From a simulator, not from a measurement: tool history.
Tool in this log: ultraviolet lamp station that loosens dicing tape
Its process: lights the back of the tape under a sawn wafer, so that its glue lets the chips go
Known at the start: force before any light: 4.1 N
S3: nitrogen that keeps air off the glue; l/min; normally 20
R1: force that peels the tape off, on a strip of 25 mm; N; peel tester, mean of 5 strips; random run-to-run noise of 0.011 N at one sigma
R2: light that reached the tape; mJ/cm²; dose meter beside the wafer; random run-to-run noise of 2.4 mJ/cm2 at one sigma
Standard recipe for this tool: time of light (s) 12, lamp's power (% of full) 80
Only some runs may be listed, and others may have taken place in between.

Run 1, hour 0.0: usual settings. Result: R1 0.507 N, R2 279 mJ/cm².
Run 2, hour 31.8: usual settings. Result: R1 0.503 N, R2 273 mJ/cm².
Run 3, hour 60.4: usual settings. Result: R1 0.501 N, R2 278 mJ/cm².
Run 4, hour 85.7: usual settings. Result: R1 0.501 N, R2 272 mJ/cm².
Run 5, hour 132.3: usual settings. Result: R1 0.532 N, R2 278 mJ/cm².
Run 6, hour 154.0: usual settings. Result: R1 0.509 N, R2 274 mJ/cm².
Run 7, hour 182.8: usual settings. Result: R1 0.524 N, R2 280 mJ/cm².
Run 8, hour 211.5: usual settings. Result: R1 0.517 N, R2 276 mJ/cm².
Run 9, hour 242.4: usual settings but time of light (s) 7. Result: R1 1.145 N, R2 164 mJ/cm².
Run 10, hour 277.9: usual settings but time of light (s) 7. Result: R1 1.152 N, R2 161 mJ/cm².
Run 11, hour 320.4: usual settings. Result: R1 0.505 N, R2 277 mJ/cm².
Run 12, hour 351.1: usual settings but time of light (s) 23. Result: R1 0.187 N, R2 528 mJ/cm².
Run 13, hour 387.6: usual settings but time of light (s) 23. Result: R1 0.183 N, R2 533 mJ/cm².
Run 14, hour 411.0: usual settings. Result: R1 0.514 N, R2 279 mJ/cm².
Run 15, hour 451.4: usual settings. Result: R1 0.518 N, R2 276 mJ/cm².
Run 16, hour 476.6: usual settings. Result: R1 0.533 N, R2 274 mJ/cm².
Run 17, hour 503.1: usual settings. Result: R1 0.518 N, R2 276 mJ/cm².
Run 18, hour 530.5: usual settings but time of light (s) 9. Result: R1 0.803 N, R2 207 mJ/cm².
Run 19, hour 555.1: usual settings but lamp's power (% of full) 75. Result: R1 0.562 N, R2 261 mJ/cm².
At hour 590.5: window cleaned of glue's vapour.
Run 20, hour 590.5: usual settings but lamp's power (% of full) 75. Result: R1 0.564 N, R2 261 mJ/cm².
Run 21, hour 629.7: usual settings but lamp's power (% of full) 75. Result: R1 0.564 N, R2 263 mJ/cm².

Run 22, settings as shown, results not yet in. Your forecast:
Run 22, hour 670.3: usual settings but lamp's power (% of full) 75, S3 12 l/min. Result: R1 ?, R2 ?.

R1: 0.755 N
R2: 261 mJ/cm²
Without the tool's hidden state the same run would have given R1 0.754 N, R2 262 mJ/cm².
